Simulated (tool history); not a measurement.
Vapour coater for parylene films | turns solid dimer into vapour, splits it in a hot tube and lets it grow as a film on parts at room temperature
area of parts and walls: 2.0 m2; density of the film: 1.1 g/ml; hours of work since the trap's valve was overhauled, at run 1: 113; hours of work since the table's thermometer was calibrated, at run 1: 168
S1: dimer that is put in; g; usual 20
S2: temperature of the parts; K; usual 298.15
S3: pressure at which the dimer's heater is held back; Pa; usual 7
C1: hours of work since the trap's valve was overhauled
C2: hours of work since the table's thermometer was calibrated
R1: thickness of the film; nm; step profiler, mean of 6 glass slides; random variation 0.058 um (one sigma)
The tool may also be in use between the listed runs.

| run | hour | S1 | S2 | S3 | C1 | C2 | R1 |
|---|---|---|---|---|---|---|---|
| 1 | 0 | 20 | 298.15 | 7 | 113 | 168 | 6650 |
| 2 | 34.9 | 25 | 298.15 | 7 | 130 | 184 | 8400 |
| 3 | 52.4 | 20 | 297.15 | 7 | 138 | 192 | 6890 |
| 4 | 77.8 | 34 | 298.15 | 7 | 149 | 204 | 11460 |
| 5 | 105.2 | 34 | 298.15 | 9.21 | 162 | 217 | 10710 |
| 6 | 137.4 | 34 | 298.15 | 9.21 | 177 | 232 | 10810 |
| 7 | 152.8 | 16 | 298.15 | 7 | 184 | 239 | 5390 |
| 8 | 171.8 | 20 | 296.15 | 7 | 193 | 247 | 7030 |
| 9 | 203.7 | 20 | 298.15 | 7 | 207 | 262 | 6690 |
| 10 | 230.8 | 20 | 298.15 | 7 | 220 | 275 | 6670 |
| 11 | 252.8 | 20 | 298.15 | 7 | 230 | 285 | 6760 |
|  | 259.6 | trap's valve overhauled |
| 12 | 278.8 | 14 | 298.15 | 7 | 9 | 295 | 4730 |
| 13 | 313.3 | 14 | 298.15 | 7 | 25 | 311 | 4720 |
| 14 | 338.9 | 14 | 298.15 | 7 | 37 | 323 | 4780 |
| 15 | 374.3 | 14 | 298.15 | 7 | 53 | 339 | 4770 |
| 16 | 395 | 14 | 298.15 | 7 | 62 | 349 | 4680 |

Run 17 comes next. What will it give?
| 17 | 414.1 | 10 | 294.15 | 2.19 | 71 | 357 | ? |

Run 17 gave R1 4460 nm.
Without the tool's hidden state the same run would have given R1 4470 nm.
